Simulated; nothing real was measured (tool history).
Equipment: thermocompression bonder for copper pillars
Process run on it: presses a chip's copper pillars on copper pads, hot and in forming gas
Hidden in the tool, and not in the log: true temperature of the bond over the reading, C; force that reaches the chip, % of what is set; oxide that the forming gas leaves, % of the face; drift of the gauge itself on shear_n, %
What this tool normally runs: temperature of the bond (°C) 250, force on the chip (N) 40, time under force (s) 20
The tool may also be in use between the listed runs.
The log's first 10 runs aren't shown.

run   hour  temperature of the bond (°C)  force on the chip (N)  time under force (s)  hours of work since the heater was calibrated  hours of work since the force cell was calibrated  hours of work since the gas filter was changed  force that shears a chip off (N)
 11     76                           250                     40                    20                                            336                                                890                                             181                              61.6
 12   85.4                           250                     40                    33                                            343                                                896                                             188                              73.9
 13   94.6                           250                     40                    15                                            350                                                903                                             194                              54.1
 14  104.3                           250                     40                    15                                            357                                                910                                             201                                54
       114  -- force cell calibrated
 15  116.3                           250                     40                    15                                            364                                                  2                                             209                              54.2
 16  122.8                           250                     40                    32                                            369                                                  6                                             214                              72.3
 17    133                           250                     40                    34                                            377                                                 14                                             221                              73.9
 18  140.7                           250                     40                    34                                            382                                                 19                                             227                              74.4
 19  149.1                           250                     40                    34                                            388                                                 26                                             233                              74.3
 20  159.1                           256                     31                    18                                            396                                                 33                                             240                              47.4
 21  166.2                           256                     31                    18                                            401                                                 38                                             245                              47.4
 22  174.1                           256                     31                    18                                            407                                                 44                                             251                              50.2
 23  183.9                           236                     31                    15                                            414                                                 51                                             258                              29.5
 24  192.6                           279                     52                    10                                            420                                                 57                                             264                              97.3
     200.3  -- forming gas filter changed
 25  203.8                           224                     57                    12                                            428                                                 65                                               3                              46.7
 26  212.6                           266                     27                    20                                            434                                                 71                                               9                              51.1
 27    223                           266                     27                    20                                            442                                                 79                                              17                              50.7
 28    233                           260                     40                    27                                            449                                                 86                                              24                              80.5
 29  238.9                           268                     28                    13                                            453                                                 90                                              28                              45.6
 30  248.5                           262                     40                    21                                            460                                                 97                                              35                              75.6
 31  255.8                           262                     40                    21                                            466                                                103                                              40                              75.7
 32  262.3                           262                     40                    21                                            470                                                107                                              45                              74.9
 33  267.1                           222                     30                    21                                            474                                                111                                              49                              25.1
 34  272.2                           277                     30                    59                                            477                                                115                                              52                                99
 35  282.6                           240                     41                    52                                            485                                                122                                              60                              76.8

Below are 5 alternative next runs, each starting from the tool's condition after run 35. Predict each:
  A  289.6                           256                     40                    43                                            490                                                127                                              65                                 ?
  B  289.6                           250                     32                    18                                            490                                                127                                              65                                 ?
  C  289.6                           240                     25                    52                                            490                                                127                                              65                                 ?
  D  289.6                           250                     40                    47                                            490                                                127                                              65                                 ?
  E  289.6                           252                     40                    20                                            490                                                127                                              65                                 ?

run  force that shears a chip off (N)
  A                                89
  B                              44.7
  C                              41.8
  D                              82.9
  E                              63.2
With no hidden state in the tool, these same runs would have given:
run  force that shears a chip off (N)
  A                              89.2
  B                              44.8
  C                              41.9
  D                              83.1
  E                              63.3

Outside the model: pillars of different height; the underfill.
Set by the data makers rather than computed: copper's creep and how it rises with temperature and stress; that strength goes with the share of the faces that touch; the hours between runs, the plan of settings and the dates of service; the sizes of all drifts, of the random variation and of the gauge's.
